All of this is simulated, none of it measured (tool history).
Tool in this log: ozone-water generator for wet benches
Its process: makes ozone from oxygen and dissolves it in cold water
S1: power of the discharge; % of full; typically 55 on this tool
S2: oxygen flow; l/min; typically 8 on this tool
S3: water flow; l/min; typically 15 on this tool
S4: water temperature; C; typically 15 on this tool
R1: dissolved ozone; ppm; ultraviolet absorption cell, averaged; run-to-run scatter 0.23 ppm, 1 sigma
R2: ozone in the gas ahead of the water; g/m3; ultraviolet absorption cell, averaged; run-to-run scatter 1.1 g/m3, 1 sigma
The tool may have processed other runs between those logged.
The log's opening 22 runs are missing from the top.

run 23 day=75.983 | S1=53 S2=8 S3=15 S4=11 | R1=36.9 R2=192.5
run 24 day=79.858 | S1=49 S2=4.79 S3=21 S4=15 | R1=26.1 R2=235.5
run 25 day=84.225 | S1=55 S2=8 S3=14 S4=15 | R1=36.4 R2=197.4
run 26 day=87.396 | S1=42 S2=9.79 S3=16 S4=15 | R1=26.3 R2=141.5
run 27 day=91.333 | S1=47 S2=10.05 S3=15 S4=10 | R1=33 R2=153.1
run 28 day=94.883 | S1=47 S2=10.05 S3=15 S4=10 | R1=32.6 R2=151.9
run 29 day=98.312 | S1=56 S2=4.46 S3=22 S4=9 | R1=29.8 R2=272
run 30 day=101.183 | S1=56 S2=5.73 S3=20 S4=9 | R1=32.7 R2=239.2
run 31 day=105.325 | S1=55 S2=4.2 S3=15 S4=12 | R1=38.3 R2=276.6
run 32 day=109.725 | S1=55 S2=4.2 S3=15 S4=12 | R1=38.2 R2=280
run 33 day=113.342 | S1=47 S2=7.36 S3=24 S4=17 | R1=22.3 R2=179.8
run 34 day=115.633 | S1=80 S2=11.9 S3=24 S4=17 | R1=33.3 R2=216.6

Branching from run 34: 3 alternative next runs. What would each branch give?
run A day=118.162 | S1=74 S2=6.74 S3=11 S4=17 | R1=? R2=?
run B day=118.162 | S1=80 S2=11.9 S3=16 S4=18 | R1=? R2=?
run C day=118.162 | S1=55 S2=14.15 S3=15 S4=15 | R1=? R2=?

run=A R1=52 R2=276
run=B R1=40.1 R2=216.3
run=C R1=31.2 R2=143
What these runs would have given with no unlogged condition in the tool:
run=A R1=52.1 R2=276.3
run=B R1=40.2 R2=216.6
run=C R1=31.3 R2=143.1

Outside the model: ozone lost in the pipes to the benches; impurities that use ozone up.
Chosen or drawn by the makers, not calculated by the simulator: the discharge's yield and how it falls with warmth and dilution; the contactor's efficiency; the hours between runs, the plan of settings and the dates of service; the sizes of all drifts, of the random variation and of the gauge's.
